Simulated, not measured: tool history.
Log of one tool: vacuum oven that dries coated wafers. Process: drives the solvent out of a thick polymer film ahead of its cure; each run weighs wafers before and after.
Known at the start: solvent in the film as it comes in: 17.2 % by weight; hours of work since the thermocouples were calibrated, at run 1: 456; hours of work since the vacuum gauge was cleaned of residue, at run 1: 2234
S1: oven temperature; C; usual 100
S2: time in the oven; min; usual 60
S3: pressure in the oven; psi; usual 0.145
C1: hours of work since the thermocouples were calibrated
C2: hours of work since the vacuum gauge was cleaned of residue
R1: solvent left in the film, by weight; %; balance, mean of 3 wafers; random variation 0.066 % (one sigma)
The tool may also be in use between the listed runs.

run    hour   S1  S2     S3    C1    C2    R1
  1     0.0  100  60  0.145   456  2234  4.94
  2    50.4  100  60  0.145   491  2269  4.85
  3    89.0  100  32  0.145   519  2296  7.90
  4   159.3  100  60  0.145   568  2346  4.85
  5   240.8   94  60  0.145   625  2403  6.56
  6   284.7   94  60  0.145   656  2434  6.59
  7   363.5   94  60  0.145   711  2489  6.65
  8   444.2   94  60  0.145   768  2546  6.75
  9   484.6  100  60  0.081   796  2574  4.68
 10   526.5  100  60  0.081   826  2604  4.73
 11   592.6  100  46  0.145   872  2650  6.33
 12   638.5  100  46  0.145   905  2682  6.29
 13   710.2  114  57  0.460   955  2733  3.59
 14   784.5  114  60  0.145  1007  2785  2.12
 15   846.1   94  46  0.132  1050  2828  7.70
 16   909.8   94  46  0.132  1095  2873  8.06
 17   950.4  102  46  0.257  1124  2901  6.51
 18   988.5   85  60  0.199  1151  2928  9.92
 19  1046.0  114  49  0.482  1191  2968  4.21
 20  1109.1   93  49  0.299  1235  3013  8.99
     1117.6  -- vacuum gauge cleaned of residue and calibrated
 21  1171.9   94  60  0.136  1278    38  6.02
 22  1205.4   95  60  0.145  1302    62  5.87
 23  1256.4   90  60  0.175  1338    97  7.47
 24  1295.1  100  60  0.569  1365   125  7.16

5 ways to go on from here, each from the tool as it stands after run 24. What would each give?
  A  1376.5   91  60  0.569  1422  182   ?
  B  1376.5  104  39  0.228  1422  182   ?
  C  1376.5  106  60  0.289  1422  182   ?
  D  1376.5  103  58  0.329  1422  182   ?
  E  1376.5   89  83  0.257  1422  182   ?

run     R1
  A  10.17
  B   5.90
  C   4.08
  D   5.08
  E   7.04
Without the tool's hidden state the same runs would have given:
run    R1
  A  9.71
  B  5.54
  C  3.75
  D  4.72
  E  6.60
